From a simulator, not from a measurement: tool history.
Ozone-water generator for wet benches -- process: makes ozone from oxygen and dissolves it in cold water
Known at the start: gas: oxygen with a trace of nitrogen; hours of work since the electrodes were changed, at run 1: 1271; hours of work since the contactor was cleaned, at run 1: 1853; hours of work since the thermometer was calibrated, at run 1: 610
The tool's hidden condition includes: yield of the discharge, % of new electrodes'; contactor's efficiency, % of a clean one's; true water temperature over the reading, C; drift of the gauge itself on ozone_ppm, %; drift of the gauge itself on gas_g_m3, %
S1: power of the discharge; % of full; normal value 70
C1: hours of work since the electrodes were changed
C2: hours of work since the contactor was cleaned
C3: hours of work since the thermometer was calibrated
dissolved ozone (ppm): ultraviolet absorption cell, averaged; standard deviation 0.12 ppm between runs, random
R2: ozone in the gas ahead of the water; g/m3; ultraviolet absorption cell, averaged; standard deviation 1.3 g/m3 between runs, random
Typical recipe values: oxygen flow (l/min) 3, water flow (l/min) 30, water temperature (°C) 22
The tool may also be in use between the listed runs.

{"run": 1, "hour": 0.0, "S1": 70, "oxygen flow (l/min)": 3, "water flow (l/min)": 30, "water temperature (°C)": 22, "C1": 1271, "C2": 1853, "C3": 610, "dissolved ozone (ppm)": 10.1, "R2": 223.6}
{"run": 2, "hour": 42.2, "S1": 70, "oxygen flow (l/min)": 3, "water flow (l/min)": 30, "water temperature (°C)": 22, "C1": 1304, "C2": 1885, "C3": 643, "dissolved ozone (ppm)": 10.2, "R2": 225.7}
{"run": 3, "hour": 96.7, "S1": 70, "oxygen flow (l/min)": 3, "water flow (l/min)": 30, "water temperature (°C)": 22, "C1": 1346, "C2": 1927, "C3": 685, "dissolved ozone (ppm)": 10.1, "R2": 224}
{"run": 4, "hour": 146.4, "S1": 83, "oxygen flow (l/min)": 3, "water flow (l/min)": 30, "water temperature (°C)": 22, "C1": 1384, "C2": 1966, "C3": 724, "dissolved ozone (ppm)": 11.5, "R2": 256.9}
{"run": 5, "hour": 180.0, "S1": 83, "oxygen flow (l/min)": 5.09, "water flow (l/min)": 30, "water temperature (°C)": 22, "C1": 1410, "C2": 1992, "C3": 749, "dissolved ozone (ppm)": 13.4, "R2": 209}
{"run": 6, "hour": 216.0, "S1": 70, "oxygen flow (l/min)": 3, "water flow (l/min)": 18, "water temperature (°C)": 22, "C1": 1438, "C2": 2020, "C3": 777, "dissolved ozone (ppm)": 16.2, "R2": 225.9}
{"run": 7, "hour": 243.5, "S1": 70, "oxygen flow (l/min)": 3, "water flow (l/min)": 30, "water temperature (°C)": 22, "C1": 1459, "C2": 2041, "C3": 799, "dissolved ozone (ppm)": 10.1, "R2": 225.1}
{"run": 8, "hour": 284.8, "S1": 70, "oxygen flow (l/min)": 3, "water flow (l/min)": 30, "water temperature (°C)": 22, "C1": 1491, "C2": 2073, "C3": 831, "dissolved ozone (ppm)": 9.9, "R2": 224.5}
{"run": 9, "hour": 314.6, "S1": 70, "oxygen flow (l/min)": 3, "water flow (l/min)": 30, "water temperature (°C)": 22, "C1": 1514, "C2": 2096, "C3": 854, "dissolved ozone (ppm)": 10.1, "R2": 225.4}
{"run": 10, "hour": 361.7, "S1": 70, "oxygen flow (l/min)": 3, "water flow (l/min)": 30, "water temperature (°C)": 22, "C1": 1551, "C2": 2132, "C3": 890, "dissolved ozone (ppm)": 10.1, "R2": 222.1}
{"run": 11, "hour": 385.7, "S1": 70, "oxygen flow (l/min)": 3, "water flow (l/min)": 30, "water temperature (°C)": 22, "C1": 1569, "C2": 2151, "C3": 909, "dissolved ozone (ppm)": 10.1, "R2": 223.6}
{"run": 12, "hour": 427.3, "S1": 70, "oxygen flow (l/min)": 3, "water flow (l/min)": 30, "water temperature (°C)": 22, "C1": 1601, "C2": 2183, "C3": 941, "dissolved ozone (ppm)": 9.9, "R2": 223}
{"run": 13, "hour": 464.5, "S1": 70, "oxygen flow (l/min)": 3, "water flow (l/min)": 30, "water temperature (°C)": 22, "C1": 1630, "C2": 2212, "C3": 969, "dissolved ozone (ppm)": 10, "R2": 222.7}
{"run": 14, "hour": 508.6, "S1": 72, "oxygen flow (l/min)": 3, "water flow (l/min)": 30, "water temperature (°C)": 22, "C1": 1664, "C2": 2246, "C3": 1003, "dissolved ozone (ppm)": 10.3, "R2": 229.2}
{"run": 15, "hour": 563.0, "S1": 72, "oxygen flow (l/min)": 3, "water flow (l/min)": 30, "water temperature (°C)": 22, "C1": 1706, "C2": 2288, "C3": 1046, "dissolved ozone (ppm)": 10.3, "R2": 225.5}
{"run": 16, "hour": 603.3, "S1": 72, "oxygen flow (l/min)": 3, "water flow (l/min)": 30, "water temperature (°C)": 22, "C1": 1737, "C2": 2319, "C3": 1077, "dissolved ozone (ppm)": 10.2, "R2": 226.2}
{"run": 17, "hour": 640.1, "S1": 72, "oxygen flow (l/min)": 4.59, "water flow (l/min)": 30, "water temperature (°C)": 22, "C1": 1766, "C2": 2347, "C3": 1105, "dissolved ozone (ppm)": 11.5, "R2": 191.9}

What will run 18 give?
{"run": 18, "hour": 692.4, "S1": 99, "oxygen flow (l/min)": 2.51, "water flow (l/min)": 30, "water temperature (°C)": 22, "C1": 1806, "C2": 2388, "C3": 1146, "dissolved ozone (ppm)": "?", "R2": "?"}

Run 18 produced dissolved ozone (ppm) 11.7, R2 306.6 g/m3.
Minus the tool's unlogged condition, the same run would have read dissolved ozone (ppm) 13.2, R2 336.8 g/m3.
